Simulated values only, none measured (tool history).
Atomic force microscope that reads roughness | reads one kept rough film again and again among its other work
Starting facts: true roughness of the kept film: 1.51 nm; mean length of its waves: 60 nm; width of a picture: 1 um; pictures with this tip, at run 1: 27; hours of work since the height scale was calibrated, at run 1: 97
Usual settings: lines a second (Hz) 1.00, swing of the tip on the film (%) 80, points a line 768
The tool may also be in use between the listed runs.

| run | hour | lines a second (Hz) | swing of the tip on the film (%) | points a line | pictures with this tip | hours of work since the height scale was calibrated | roughness of the kept film (nm (root mean square)) |
|---|---|---|---|---|---|---|---|
| 1 | 0.0 | 1.00 | 80 | 768 | 27 | 97 | 1.430 |
| 2 | 16.0 | 1.00 | 80 | 768 | 50 | 110 | 1.421 |
| 3 | 25.1 | 1.00 | 80 | 768 | 64 | 117 | 1.409 |
| 4 | 42.9 | 1.00 | 80 | 768 | 90 | 131 | 1.413 |
| 5 | 55.5 | 0.90 | 80 | 768 | 108 | 141 | 1.424 |
| 6 | 64.6 | 0.90 | 80 | 768 | 122 | 148 | 1.417 |
| 7 | 82.5 | 0.90 | 80 | 768 | 148 | 162 | 1.414 |
| 8 | 100.1 | 0.90 | 80 | 768 | 174 | 176 | 1.412 |
|  | 102.1 | height scale calibrated on a step standard |
| 9 | 120.4 | 1.00 | 80 | 768 | 203 | 14 | 1.409 |
| 10 | 129.6 | 1.00 | 80 | 768 | 216 | 22 | 1.403 |
| 11 | 144.3 | 1.00 | 80 | 768 | 238 | 33 | 1.399 |
| 12 | 159.2 | 1.00 | 80 | 768 | 259 | 45 | 1.395 |
| 13 | 168.5 | 1.00 | 80 | 768 | 273 | 52 | 1.396 |
| 14 | 181.7 | 1.00 | 70 | 305 | 293 | 63 | 1.420 |
|  | 191.3 | height scale calibrated on a step standard, once more |
| 15 | 192.2 | 1.53 | 56 | 901 | 307 | 1 | 1.432 |
| 16 | 205.2 | 1.53 | 56 | 901 | 326 | 11 | 1.428 |
| 17 | 218.1 | 1.00 | 56 | 912 | 345 | 21 | 1.432 |
| 18 | 233.4 | 1.00 | 86 | 475 | 367 | 33 | 1.365 |
|  | 236.5 | new tip fitted |
| 19 | 246.7 | 1.00 | 56 | 964 | 15 | 43 | 1.479 |
| 20 | 258.5 | 1.00 | 57 | 964 | 32 | 53 | 1.473 |
| 21 | 268.0 | 1.00 | 57 | 964 | 46 | 60 | 1.471 |
| 22 | 283.9 | 2.88 | 86 | 705 | 70 | 73 | 1.250 |
| 23 | 303.7 | 2.88 | 86 | 705 | 99 | 88 | 1.247 |
| 24 | 312.8 | 1.00 | 56 | 768 | 112 | 95 | 1.463 |

Some steps in roughness of the kept film (nm (root mean square)), run to run, broken into two amounts with sign: the step expected even without the hidden condition (settings, incoming material, random variation), and the rest, left for the hidden condition together with whatever gauge scatter is not in both the measured and the hidden-condition-free result:
The hidden state here: radius of the tip, nm; height scale over the true one, %; drift of the gauge itself on roughness_nm, %.
Run 14 -> 15: lines a second (Hz) 1.00 -> 1.53, swing of the tip on the film (%) 70 -> 56, points a line 305 -> 901, height scale calibrated on a step standard, once more. roughness of the kept film (nm (root mean square)) +0.012: hidden state -0.008, all else +0.020.
Run 18 -> 19: swing of the tip on the film (%) 86 -> 56, points a line 475 -> 964, new tip fitted. roughness of the kept film (nm (root mean square)) +0.114: hidden state +0.042, all else +0.072.
Run 21 -> 22: lines a second (Hz) 1.00 -> 2.88, swing of the tip on the film (%) 57 -> 86, points a line 964 -> 705. roughness of the kept film (nm (root mean square)) -0.221: hidden state -0.002, all else -0.219.
Run 23 -> 24: lines a second (Hz) 2.88 -> 1.00, swing of the tip on the film (%) 86 -> 56, points a line 705 -> 768. roughness of the kept film (nm (root mean square)) +0.216: hidden state -0.004, all else +0.220.

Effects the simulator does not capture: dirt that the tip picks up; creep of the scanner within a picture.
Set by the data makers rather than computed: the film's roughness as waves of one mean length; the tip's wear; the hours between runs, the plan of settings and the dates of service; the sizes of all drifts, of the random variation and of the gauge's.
